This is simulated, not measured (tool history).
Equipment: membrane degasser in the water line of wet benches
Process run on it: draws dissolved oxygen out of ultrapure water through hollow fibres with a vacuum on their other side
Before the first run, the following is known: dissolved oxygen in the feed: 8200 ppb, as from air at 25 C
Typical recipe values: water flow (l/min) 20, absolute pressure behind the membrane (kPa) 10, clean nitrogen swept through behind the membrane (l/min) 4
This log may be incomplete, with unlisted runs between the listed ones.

| run | hour | water flow (l/min) | absolute pressure behind the membrane (kPa) | clean nitrogen swept through behind the membrane (l/min) | dissolved oxygen in the water behind the degasser (ppb) | pressure that the water loses in the fibres (kPa) |
|---|---|---|---|---|---|---|
| 1 | 0 | 20 | 10 | 4 | 95.8 | 66.5 |
| 2 | 169.9 | 20 | 10 | 4 | 94.9 | 66.6 |
| 3 | 306.2 | 20 | 10 | 4 | 96.8 | 66.06 |
| 4 | 446.9 | 20 | 10 | 4 | 96.8 | 66.21 |
| 5 | 538.3 | 20 | 6.3 | 4 | 51.6 | 66.35 |
| 6 | 730.6 | 20 | 6.3 | 10.46 | 27.5 | 66.47 |
| 7 | 846.8 | 20 | 10 | 4 | 96.5 | 66.47 |
| 8 | 1022 | 20 | 10 | 5.08 | 79 | 66.67 |
| 9 | 1143.7 | 20 | 10 | 5.08 | 79.1 | 66.61 |
| 10 | 1353.4 | 20 | 10 | 5.08 | 80.2 | 66.76 |
| 11 | 1510.2 | 24 | 13.6 | 3.65 | 185.9 | 80.01 |
| 12 | 1649.4 | 21 | 13 | 10.13 | 66 | 69.86 |
| 13 | 1747.9 | 13 | 10 | 3.62 | 65.3 | 43.38 |
|  | 1764.8 | vacuum gauge calibrated |
| 14 | 1840.6 | 13 | 10 | 3.62 | 64.9 | 43.26 |
| 15 | 2027.1 | 18 | 7 | 3.95 | 54.3 | 59.99 |
| 16 | 2191.2 | 18 | 7 | 3.95 | 54.1 | 59.92 |
| 17 | 2380.6 | 18 | 7 | 3.95 | 53.8 | 60.04 |
|  | 2537.2 | vacuum gauge calibrated, once more |
| 18 | 2581.8 | 18 | 7 | 3.95 | 51.4 | 60.26 |
| 19 | 2677.5 | 27 | 23.6 | 4 | 348.2 | 90.96 |
| 20 | 2871.1 | 27 | 23.6 | 4 | 349.7 | 89.99 |

Below are 4 alternative next runs, each starting from the tool's condition after run 20. Predict each:
| A | 3055.2 | 13 | 10 | 4 | ? | ? |
| B | 3055.2 | 13 | 7.9 | 4 | ? | ? |
| C | 3055.2 | 22 | 8.4 | 4 | ? | ? |
| D | 3055.2 | 13 | 10.7 | 10.22 | ? | ? |

| run | dissolved oxygen in the water behind the degasser (ppb) | pressure that the water loses in the fibres (kPa) |
|---|---|---|
| A | 58.5 | 43.59 |
| B | 41.3 | 43.39 |
| C | 86.1 | 73.52 |
| D | 27.2 | 43.44 |
With the hidden condition removed and each run's random variation left untouched, the same runs would have given:
| run | dissolved oxygen in the water behind the degasser (ppb) | pressure that the water loses in the fibres (kPa) |
|---|---|---|
| A | 57.5 | 42.98 |
| B | 40.4 | 42.77 |
| C | 84.1 | 72.49 |
| D | 26.6 | 42.83 |
